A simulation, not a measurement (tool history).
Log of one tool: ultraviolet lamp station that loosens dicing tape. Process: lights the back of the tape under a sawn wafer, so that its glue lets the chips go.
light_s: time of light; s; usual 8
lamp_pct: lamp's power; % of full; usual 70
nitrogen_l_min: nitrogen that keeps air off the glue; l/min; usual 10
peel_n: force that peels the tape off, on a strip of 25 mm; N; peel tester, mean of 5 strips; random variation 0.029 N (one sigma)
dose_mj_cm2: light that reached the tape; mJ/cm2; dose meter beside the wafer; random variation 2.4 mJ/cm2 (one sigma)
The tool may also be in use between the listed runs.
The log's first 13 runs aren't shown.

run    hour  light_s  lamp_pct  nitrogen_l_min  hours of work of the lamp  hours of work since the window was cleaned  peel_n  dose_mj_cm2
 14   552.1        8        65              10                        436                                         118   2.086          220
 15   596.8        8        65              10                        465                                         146   2.086          216
 16   644.1        8        65              10                        494                                         176   2.171          217
 17   700.4        8        71              10                        530                                         212   1.868          234
 18   751.3        8        70              11                        562                                         244   1.878          224
 19   790.9        8        70              11                        587                                         269   1.941          226
 20   841.6        8        70              11                        619                                         301   2.093          218
 21   890.5        8        69              14                        650                                         332   1.938          213
 22   928.1        8        70              10                        674                                         355   2.153          213
 23   952.1        6        96              10                        689                                         370   2.073          217
 24   995.6       16        69              10                        716                                         398   0.592          421
     1025.0  -- window cleaned of glue's vapour
 25  1036.6       16        69              10                        742                                           7   0.537          435
 26  1091.7        7        70               9                        776                                          42   2.699          191
 27  1121.7       11        70              11                        795                                          61   1.175          294
 28  1157.8       13        62              11                        818                                          84   1.087          308
 29  1214.2       13        62              11                        854                                         119   1.125          306
 30  1250.0        6        70               6                        876                                         142   3.755          160
 31  1286.3        6        70               6                        899                                         165   3.685          155
 32  1311.5        6        70               6                        915                                         181   3.855          155
 33  1338.2        6        70               6                        932                                         197   3.786          151
 34  1365.4        6        70               6                        949                                         215   3.942          152
 35  1411.5        5        77               5                        978                                         244   4.327          133
 36  1447.2        5        64               5                       1000                                         266   5.443          114
     1473.3  -- lamp changed
 37  1483.9        5        64               5                          7                                         289   4.138          144
 38  1538.0        5        65               6                         41                                         323   4.048          146

Forecast each of these 5 alternatives for the next run:
  A  1562.1       14        65               6                         56                                         338       ?            ?
  B  1562.1        4        64               7                         56                                         338       ?            ?
  C  1562.1       12        65               6                         56                                         338       ?            ?
  D  1562.1        4        77              10                         56                                         338       ?            ?
  E  1562.1       12        70              10                         56                                         338       ?            ?

run  peel_n  dose_mj_cm2
  A   0.750          407
  B   4.923          114
  C   1.042          351
  D   3.932          137
  E   0.732          377
Without the tool's hidden state the same runs would have given:
run  peel_n  dose_mj_cm2
  A   0.632          440
  B   4.595          123
  C   0.885          379
  D   3.604          148
  E   0.619          408
